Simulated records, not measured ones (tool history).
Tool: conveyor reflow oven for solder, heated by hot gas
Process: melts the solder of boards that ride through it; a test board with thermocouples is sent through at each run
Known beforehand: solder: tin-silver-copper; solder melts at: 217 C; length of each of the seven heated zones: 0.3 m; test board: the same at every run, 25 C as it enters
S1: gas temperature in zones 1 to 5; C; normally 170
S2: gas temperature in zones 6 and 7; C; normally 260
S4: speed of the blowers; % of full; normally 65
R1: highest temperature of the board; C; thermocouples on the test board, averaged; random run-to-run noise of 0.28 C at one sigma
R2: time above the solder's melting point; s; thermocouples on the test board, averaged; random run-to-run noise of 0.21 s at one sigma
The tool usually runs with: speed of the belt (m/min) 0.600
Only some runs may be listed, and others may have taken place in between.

Run 1, hour 0.0: usual settings. Result: R1 249.6 C, R2 43.8 s.
Run 2, hour 35.6: usual settings. Result: R1 249.8 C, R2 43.7 s.
Run 3, hour 65.9: usual settings. Result: R1 249.6 C, R2 44.2 s.
Run 4, hour 107.7: usual settings but speed of the belt (m/min) 0.603. Result: R1 249.4 C, R2 43.6 s.
Run 5, hour 150.4: usual settings but S1 173 C. Result: R1 250.2 C, R2 44.7 s.
Run 6, hour 173.2: usual settings but speed of the belt (m/min) 0.506. Result: R1 253.7 C, R2 56.5 s.
Run 7, hour 197.2: usual settings but speed of the belt (m/min) 0.506. Result: R1 252.7 C, R2 55.5 s.
At hour 218.1: flux residue cleaned out of gas plates and filters.
Run 8, hour 233.5: usual settings but speed of the belt (m/min) 0.506. Result: R1 253.5 C, R2 56.0 s.
Run 9, hour 251.2: usual settings but speed of the belt (m/min) 0.506. Result: R1 253.0 C, R2 55.8 s.
Run 10, hour 287.1: usual settings but speed of the belt (m/min) 0.506. Result: R1 253.2 C, R2 55.8 s.
Run 11, hour 324.6: usual settings but S2 257 C. Result: R1 246.7 C, R2 42.4 s.
Run 12, hour 360.8: usual settings but S2 257 C. Result: R1 247.0 C, R2 42.3 s.
Run 13, hour 378.5: usual settings but S2 268 C, speed of the belt (m/min) 0.585. Result: R1 257.5 C, R2 48.9 s.
Run 14, hour 403.6: usual settings but S2 268 C, speed of the belt (m/min) 0.585. Result: R1 257.6 C, R2 49.2 s.
At hour 426.8: thermocouples of zones 6 and 7 changed.
Run 15, hour 444.3: usual settings but S2 268 C, speed of the belt (m/min) 0.585. Result: R1 257.5 C, R2 49.0 s.
Run 16, hour 472.2: usual settings but S1 171 C, S2 249 C, speed of the belt (m/min) 0.490, S4 62 % of full. Result: R1 243.8 C, R2 51.6 s.
Run 17, hour 506.5: usual settings but S1 171 C, S2 249 C, speed of the belt (m/min) 0.490, S4 62 % of full. Result: R1 242.9 C, R2 51.5 s.
Run 18, hour 545.2: usual settings but S1 160 C, S2 253 C, speed of the belt (m/min) 0.647, S4 59 % of full. Result: R1 238.3 C, R2 29.4 s.
Run 19, hour 565.3: usual settings but speed of the belt (m/min) 0.526, S4 60 % of full. Result: R1 251.2 C, R2 52.2 s.
Run 20, hour 606.0: usual settings but speed of the belt (m/min) 0.549, S4 60 % of full. Result: R1 250.4 C, R2 49.0 s.
Run 21, hour 638.0: usual settings but S1 182 C, S2 273 C, speed of the belt (m/min) 0.542, S4 73 % of full. Result: R1 266.2 C, R2 60.4 s.
Run 22, hour 669.4: usual settings but S1 177 C, S2 262 C, speed of the belt (m/min) 0.691, S4 73 % of full. Result: R1 250.3 C, R2 39.9 s.
Run 23, hour 689.0: usual settings but S1 180 C, S2 271 C, speed of the belt (m/min) 0.681, S4 85 % of full. Result: R1 261.5 C, R2 46.0 s.

Alternative continuations, all from the tool just after run 23; predict every row:
Run A, hour 709.3: usual settings but S2 250 C, speed of the belt (m/min) 0.547. Result: R1 ?, R2 ?.
Run B, hour 709.3: usual settings but S1 181 C, S2 271 C, speed of the belt (m/min) 0.681, S4 81 % of full. Result: R1 ?, R2 ?.
Run C, hour 709.3: usual settings but S1 163 C, S2 269 C, speed of the belt (m/min) 0.578, S4 85 % of full. Result: R1 ?, R2 ?.
Run D, hour 709.3: usual settings but S1 180 C, S2 271 C, speed of the belt (m/min) 0.582, S4 85 % of full. Result: R1 ?, R2 ?.
Run E, hour 709.3: usual settings but S1 167 C, S2 253 C, speed of the belt (m/min) 0.681, S4 55 % of full. Result: R1 ?, R2 ?.

run     R1    R2
  A  241.4  44.1
  B  261.0  45.7
  C  262.0  50.6
  D  264.9  55.7
  E  236.2  27.5
The same runs, with their run-to-run variation unchanged, on a tool lacking any hidden condition would have given:
run     R1    R2
  A  241.4  44.1
  B  261.1  45.7
  C  262.0  50.6
  D  264.9  55.6
  E  236.2  27.6

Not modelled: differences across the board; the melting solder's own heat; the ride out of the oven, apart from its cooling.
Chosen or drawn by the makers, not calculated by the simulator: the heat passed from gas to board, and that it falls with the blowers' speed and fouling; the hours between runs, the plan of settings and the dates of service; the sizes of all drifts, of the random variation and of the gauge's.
